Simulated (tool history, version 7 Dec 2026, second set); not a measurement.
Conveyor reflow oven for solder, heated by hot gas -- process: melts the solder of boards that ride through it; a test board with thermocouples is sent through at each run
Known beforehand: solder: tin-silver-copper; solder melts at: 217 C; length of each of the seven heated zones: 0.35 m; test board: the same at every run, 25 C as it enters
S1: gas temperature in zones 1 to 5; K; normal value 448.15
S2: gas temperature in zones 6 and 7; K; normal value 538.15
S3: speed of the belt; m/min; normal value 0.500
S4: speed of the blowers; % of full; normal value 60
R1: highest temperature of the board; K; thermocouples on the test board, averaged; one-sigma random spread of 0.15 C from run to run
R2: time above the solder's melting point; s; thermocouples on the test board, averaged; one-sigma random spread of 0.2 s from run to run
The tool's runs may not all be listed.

{"run": 1, "hour": 0.0, "S1": 448.15, "S2": 538.15, "S3": 0.5, "S4": 60, "R1": 527.15, "R2": 67.1}
{"run": 2, "hour": 34.9, "S1": 448.15, "S2": 538.15, "S3": 0.5, "S4": 60, "R1": 527.15, "R2": 66.8}
{"run": 3, "hour": 62.1, "S1": 450.15, "S2": 538.15, "S3": 0.5, "S4": 60, "R1": 527.55, "R2": 67.6}
{"run": 4, "hour": 89.7, "S1": 450.15, "S2": 538.15, "S3": 0.5, "S4": 60, "R1": 527.45, "R2": 68.2}
{"run": 5, "hour": 120.8, "S1": 448.15, "S2": 538.15, "S3": 0.5, "S4": 60, "R1": 527.35, "R2": 67.3}
{"hour": 131.3, "done": "flux residue cleaned out of gas plates and filters"}
{"run": 6, "hour": 158.9, "S1": 448.15, "S2": 538.15, "S3": 0.5, "S4": 60, "R1": 527.65, "R2": 67.9}
{"run": 7, "hour": 177.3, "S1": 448.15, "S2": 538.15, "S3": 0.5, "S4": 60, "R1": 527.65, "R2": 67.9}
{"run": 8, "hour": 210.0, "S1": 448.15, "S2": 552.15, "S3": 0.5, "S4": 60, "R1": 540.65, "R2": 75.5}
{"run": 9, "hour": 238.7, "S1": 448.15, "S2": 552.15, "S3": 0.5, "S4": 60, "R1": 540.65, "R2": 75.1}
{"run": 10, "hour": 267.3, "S1": 448.15, "S2": 538.15, "S3": 0.5, "S4": 76, "R1": 529.65, "R2": 69.5}
{"run": 11, "hour": 285.5, "S1": 448.15, "S2": 538.15, "S3": 0.5, "S4": 66, "R1": 528.45, "R2": 68.8}
{"run": 12, "hour": 302.0, "S1": 448.15, "S2": 538.15, "S3": 0.5, "S4": 66, "R1": 528.35, "R2": 68.9}
{"run": 13, "hour": 330.0, "S1": 448.15, "S2": 538.15, "S3": 0.5, "S4": 66, "R1": 528.25, "R2": 69.2}
{"run": 14, "hour": 346.5, "S1": 448.15, "S2": 538.15, "S3": 0.524, "S4": 60, "R1": 526.55, "R2": 63.3}
{"run": 15, "hour": 380.9, "S1": 448.15, "S2": 538.15, "S3": 0.524, "S4": 60, "R1": 526.55, "R2": 63.7}
{"run": 16, "hour": 415.7, "S1": 451.15, "S2": 538.15, "S3": 0.417, "S4": 60, "R1": 532.05, "R2": 87.6}
{"run": 17, "hour": 441.5, "S1": 461.15, "S2": 535.15, "S3": 0.586, "S4": 74, "R1": 524.55, "R2": 60.5}
{"run": 18, "hour": 471.8, "S1": 434.15, "S2": 544.15, "S3": 0.416, "S4": 69, "R1": 537.25, "R2": 85.2}
{"hour": 489.5, "done": "flux residue cleaned out of gas plates and filters"}
{"run": 19, "hour": 507.6, "S1": 446.15, "S2": 533.15, "S3": 0.407, "S4": 73, "R1": 528.65, "R2": 87.1}
{"run": 20, "hour": 523.0, "S1": 446.15, "S2": 533.15, "S3": 0.5, "S4": 78, "R1": 525.25, "R2": 66.5}
{"run": 21, "hour": 553.5, "S1": 443.15, "S2": 528.15, "S3": 0.424, "S4": 56, "R1": 521.35, "R2": 74.4}
{"hour": 567.6, "done": "belt drive overhauled, speed set with a stopwatch"}
{"run": 22, "hour": 584.2, "S1": 443.15, "S2": 528.15, "S3": 0.443, "S4": 56, "R1": 520.05, "R2": 67.2}
{"run": 23, "hour": 617.0, "S1": 454.15, "S2": 538.15, "S3": 0.432, "S4": 73, "R1": 532.35, "R2": 84.6}
{"run": 24, "hour": 639.6, "S1": 446.15, "S2": 532.15, "S3": 0.531, "S4": 73, "R1": 521.75, "R2": 57.8}
{"run": 25, "hour": 658.6, "S1": 446.15, "S2": 532.15, "S3": 0.531, "S4": 73, "R1": 521.85, "R2": 57.9}
{"run": 26, "hour": 673.2, "S1": 446.15, "S2": 532.15, "S3": 0.531, "S4": 73, "R1": 521.85, "R2": 57.4}
{"run": 27, "hour": 706.7, "S1": 446.15, "S2": 544.15, "S3": 0.449, "S4": 60, "R1": 535.55, "R2": 79.5}
{"run": 28, "hour": 737.4, "S1": 446.15, "S2": 544.15, "S3": 0.449, "S4": 60, "R1": 535.55, "R2": 79.0}
{"run": 29, "hour": 773.5, "S1": 446.15, "S2": 544.15, "S3": 0.449, "S4": 60, "R1": 535.55, "R2": 79.7}

Here are 5 independent what-if runs from the current tool condition. What would each one return?
{"run": "A", "hour": 807.0, "S1": 441.15, "S2": 530.15, "S3": 0.449, "S4": 65, "R1": "?", "R2": "?"}
{"run": "B", "hour": 807.0, "S1": 446.15, "S2": 544.15, "S3": 0.449, "S4": 88, "R1": "?", "R2": "?"}
{"run": "C", "hour": 807.0, "S1": 448.15, "S2": 538.15, "S3": 0.5, "S4": 61, "R1": "?", "R2": "?"}
{"run": "D", "hour": 807.0, "S1": 448.15, "S2": 535.15, "S3": 0.463, "S4": 69, "R1": "?", "R2": "?"}
{"run": "E", "hour": 807.0, "S1": 446.15, "S2": 544.15, "S3": 0.449, "S4": 77, "R1": "?", "R2": "?"}

run=A R1=522.25 R2=68.4
run=B R1=538.45 R2=81.7
run=C R1=527.75 R2=66.3
run=D R1=527.65 R2=73.1
run=E R1=537.25 R2=81.3
With no hidden state in the tool, these same runs would have given:
run=A R1=521.55 R2=67.8
run=B R1=537.75 R2=81.1
run=C R1=527.05 R2=65.8
run=D R1=526.95 R2=72.5
run=E R1=536.55 R2=80.7
